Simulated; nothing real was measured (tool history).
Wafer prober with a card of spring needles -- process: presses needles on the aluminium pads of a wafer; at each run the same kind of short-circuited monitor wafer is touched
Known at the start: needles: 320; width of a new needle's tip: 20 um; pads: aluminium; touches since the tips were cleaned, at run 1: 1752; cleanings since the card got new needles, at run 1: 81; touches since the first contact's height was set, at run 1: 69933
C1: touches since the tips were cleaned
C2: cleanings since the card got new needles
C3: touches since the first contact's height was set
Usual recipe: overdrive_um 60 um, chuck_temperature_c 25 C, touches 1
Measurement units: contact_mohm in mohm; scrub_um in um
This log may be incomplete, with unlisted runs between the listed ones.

{"run": 1, "hour": 0.0, "overdrive_um": 60, "chuck_temperature_c": 25, "touches": 1, "C1": 1752, "C2": 81, "C3": 69933, "contact_mohm": 161, "scrub_um": 8.155}
{"hour": 10.2, "done": "tips cleaned on abrasive film"}
{"hour": 23.3, "done": "tips cleaned on abrasive film"}
{"run": 2, "hour": 28.2, "overdrive_um": 60, "chuck_temperature_c": 25, "touches": 1, "C1": 2034, "C2": 83, "C3": 81590, "contact_mohm": 161, "scrub_um": 8.142}
{"hour": 36.4, "done": "tips cleaned on abrasive film"}
{"hour": 50.1, "done": "tips cleaned on abrasive film"}
{"run": 3, "hour": 61.2, "overdrive_um": 60, "chuck_temperature_c": 25, "touches": 1, "C1": 4599, "C2": 85, "C3": 95240, "contact_mohm": 159, "scrub_um": 8.154}
{"hour": 64.1, "done": "tips cleaned on abrasive film"}
{"hour": 75.9, "done": "height of the first contact set anew"}
{"hour": 77.7, "done": "tips cleaned on abrasive film"}
{"run": 4, "hour": 89.8, "overdrive_um": 50, "chuck_temperature_c": 25, "touches": 1, "C1": 5045, "C2": 87, "C3": 5773, "contact_mohm": 164, "scrub_um": 6.801}
{"hour": 93.0, "done": "tips cleaned on abrasive film"}
{"hour": 106.3, "done": "tips cleaned on abrasive film"}
{"run": 5, "hour": 114.0, "overdrive_um": 50, "chuck_temperature_c": 25, "touches": 1, "C1": 3213, "C2": 89, "C3": 15762, "contact_mohm": 165, "scrub_um": 6.797}
{"hour": 119.7, "done": "tips cleaned on abrasive film"}
{"hour": 134.7, "done": "tips cleaned on abrasive film"}
{"hour": 148.7, "done": "tips cleaned on abrasive film"}
{"run": 6, "hour": 148.7, "overdrive_um": 75, "chuck_temperature_c": 25, "touches": 1, "C1": 0, "C2": 92, "C3": 30073, "contact_mohm": 156, "scrub_um": 10.192}
{"hour": 161.3, "done": "tips cleaned on abrasive film"}
{"hour": 175.0, "done": "tips cleaned on abrasive film"}
{"run": 7, "hour": 180.2, "overdrive_um": 75, "chuck_temperature_c": 25, "touches": 1, "C1": 2151, "C2": 94, "C3": 43099, "contact_mohm": 159, "scrub_um": 10.189}
{"hour": 187.6, "done": "tips cleaned on abrasive film"}
{"hour": 201.3, "done": "tips cleaned on abrasive film"}
{"run": 8, "hour": 204.0, "overdrive_um": 75, "chuck_temperature_c": 25, "touches": 1, "C1": 1124, "C2": 96, "C3": 52920, "contact_mohm": 157, "scrub_um": 10.194}
{"hour": 214.1, "done": "tips cleaned on abrasive film"}
{"hour": 227.0, "done": "tips cleaned on abrasive film"}
{"run": 9, "hour": 238.7, "overdrive_um": 75, "chuck_temperature_c": 25, "touches": 1, "C1": 4879, "C2": 98, "C3": 67315, "contact_mohm": 159, "scrub_um": 10.184}
{"hour": 241.5, "done": "tips cleaned on abrasive film"}
{"hour": 256.5, "done": "tips cleaned on abrasive film"}
{"run": 10, "hour": 261.8, "overdrive_um": 60, "chuck_temperature_c": 75, "touches": 1, "C1": 2187, "C2": 100, "C3": 76811, "contact_mohm": 172, "scrub_um": 8.144}
{"hour": 270.9, "done": "tips cleaned on abrasive film"}
{"hour": 283.8, "done": "tips cleaned on abrasive film"}
{"run": 11, "hour": 286.3, "overdrive_um": 54, "chuck_temperature_c": 125, "touches": 2, "C1": 1022, "C2": 102, "C3": 86928, "contact_mohm": 182, "scrub_um": 7.34}
{"hour": 297.4, "done": "tips cleaned on abrasive film"}
{"run": 12, "hour": 304.2, "overdrive_um": 54, "chuck_temperature_c": 125, "touches": 2, "C1": 2860, "C2": 103, "C3": 94374, "contact_mohm": 181, "scrub_um": 7.329}
{"hour": 310.2, "done": "tips cleaned on abrasive film"}
{"hour": 320.4, "done": "height of the first contact set anew"}
{"hour": 323.3, "done": "tips cleaned on abrasive film"}
{"run": 13, "hour": 328.7, "overdrive_um": 70, "chuck_temperature_c": 46, "touches": 2, "C1": 2250, "C2": 105, "C3": 3404, "contact_mohm": 167, "scrub_um": 9.517}
{"hour": 336.4, "done": "tips cleaned on abrasive film"}
{"hour": 349.2, "done": "tips cleaned on abrasive film"}
{"run": 14, "hour": 356.9, "overdrive_um": 71, "chuck_temperature_c": 49, "touches": 1, "C1": 3235, "C2": 107, "C3": 15075, "contact_mohm": 163, "scrub_um": 9.647}
{"hour": 363.0, "done": "tips cleaned on abrasive film"}
{"run": 15, "hour": 373.3, "overdrive_um": 60, "chuck_temperature_c": 25, "touches": 3, "C1": 4293, "C2": 108, "C3": 21852, "contact_mohm": 159, "scrub_um": 8.154}
{"hour": 376.5, "done": "tips cleaned on abrasive film"}
{"hour": 389.4, "done": "tips cleaned on abrasive film"}
{"run": 16, "hour": 397.5, "overdrive_um": 60, "chuck_temperature_c": 99, "touches": 2, "C1": 3349, "C2": 110, "C3": 31827, "contact_mohm": 177, "scrub_um": 8.149}
{"hour": 402.8, "done": "tips cleaned on abrasive film"}
{"hour": 416.0, "done": "tips cleaned on abrasive film"}
{"hour": 430.0, "done": "tips cleaned on abrasive film"}
{"run": 17, "hour": 437.4, "overdrive_um": 60, "chuck_temperature_c": 99, "touches": 2, "C1": 3079, "C2": 113, "C3": 48321, "contact_mohm": 174, "scrub_um": 8.176}
{"hour": 443.8, "done": "tips cleaned on abrasive film"}
{"hour": 456.7, "done": "tips cleaned on abrasive film"}
{"hour": 472.2, "done": "tips cleaned on abrasive film"}
{"run": 18, "hour": 474.0, "overdrive_um": 60, "chuck_temperature_c": 99, "touches": 2, "C1": 722, "C2": 116, "C3": 63429, "contact_mohm": 176, "scrub_um": 8.136}

Alternative continuations, all from the tool just after run 18; predict every row:
{"hour": 486.9, "done": "tips cleaned on abrasive film"}
{"hour": 501.3, "done": "tips cleaned on abrasive film"}
{"run": "A", "hour": 506.2, "overdrive_um": 50, "chuck_temperature_c": 50, "touches": 2, "C1": 2055, "C2": 118, "C3": 76766, "contact_mohm": "?", "scrub_um": "?"}
{"hour": 486.9, "done": "tips cleaned on abrasive film"}
{"hour": 501.3, "done": "tips cleaned on abrasive film"}
{"run": "B", "hour": 506.2, "overdrive_um": 45, "chuck_temperature_c": 99, "touches": 2, "C1": 2055, "C2": 118, "C3": 76766, "contact_mohm": "?", "scrub_um": "?"}
{"hour": 486.9, "done": "tips cleaned on abrasive film"}
{"hour": 501.3, "done": "tips cleaned on abrasive film"}
{"run": "C", "hour": 506.2, "overdrive_um": 52, "chuck_temperature_c": 25, "touches": 1, "C1": 2055, "C2": 118, "C3": 76766, "contact_mohm": "?", "scrub_um": "?"}
{"hour": 486.9, "done": "tips cleaned on abrasive film"}
{"hour": 501.3, "done": "tips cleaned on abrasive film"}
{"run": "D", "hour": 506.2, "overdrive_um": 74, "chuck_temperature_c": 31, "touches": 1, "C1": 2055, "C2": 118, "C3": 76766, "contact_mohm": "?", "scrub_um": "?"}

run=A contact_mohm=167 scrub_um=6.775
run=B contact_mohm=179 scrub_um=6.099
run=C contact_mohm=163 scrub_um=7.054
run=D contact_mohm=160 scrub_um=10.067
Stripped of hidden state, with their random variation kept, the same runs would have yielded:
run=A contact_mohm=166 scrub_um=6.776
run=B contact_mohm=179 scrub_um=6.1
run=C contact_mohm=162 scrub_um=7.054
run=D contact_mohm=159 scrub_um=10.068

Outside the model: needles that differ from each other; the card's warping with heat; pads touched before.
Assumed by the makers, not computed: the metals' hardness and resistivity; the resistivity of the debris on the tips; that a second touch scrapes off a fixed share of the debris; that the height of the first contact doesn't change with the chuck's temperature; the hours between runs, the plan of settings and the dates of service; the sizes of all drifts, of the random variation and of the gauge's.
